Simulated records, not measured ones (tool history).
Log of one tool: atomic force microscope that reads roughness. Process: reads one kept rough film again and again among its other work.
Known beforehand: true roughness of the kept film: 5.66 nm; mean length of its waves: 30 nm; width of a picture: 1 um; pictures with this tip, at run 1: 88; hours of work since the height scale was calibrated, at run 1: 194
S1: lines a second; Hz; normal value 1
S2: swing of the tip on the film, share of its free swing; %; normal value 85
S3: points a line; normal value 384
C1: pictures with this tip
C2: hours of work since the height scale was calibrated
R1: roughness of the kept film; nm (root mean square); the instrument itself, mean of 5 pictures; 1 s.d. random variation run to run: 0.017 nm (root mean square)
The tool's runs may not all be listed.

run	hour	S1	S2	S3	C1	C2	R1
1	0	1	85	384	88	194	3.566
2	9.5	1	85	384	100	201	3.487
3	21.2	1	85	384	115	211	3.4
4	31.6	1	85	384	129	219	3.345
5	44.7	1	85	384	145	229	3.255
6	50.7	1	85	384	153	234	3.248
7	59.8	1	62	384	165	241	3.425
8	71.5	1	79	384	180	250	3.21
9	84.3	1	79	396	196	260	3.171
10	95.5	1	79	396	210	269	3.1
11	105.6	1.87	89	659	223	277	2.66
12	115.8	1	86	518	237	285	2.905
13	125.7	1.71	60	286	249	293	3.056

Predict each of these 4 candidate next runs independently; none follows another, all start after run 13:
A	131.9	1.51	65	828	257	298	?
B	131.9	0.92	89	696	257	298	?
C	131.9	1.71	60	500	257	298	?
D	131.9	1.77	62	879	257	298	?

run	R1
A	3.047
B	2.857
C	3.033
D	3.036
Had the tool no hidden state, the same runs would have come out as:
run	R1
A	4.315
B	4.044
C	4.296
D	4.297
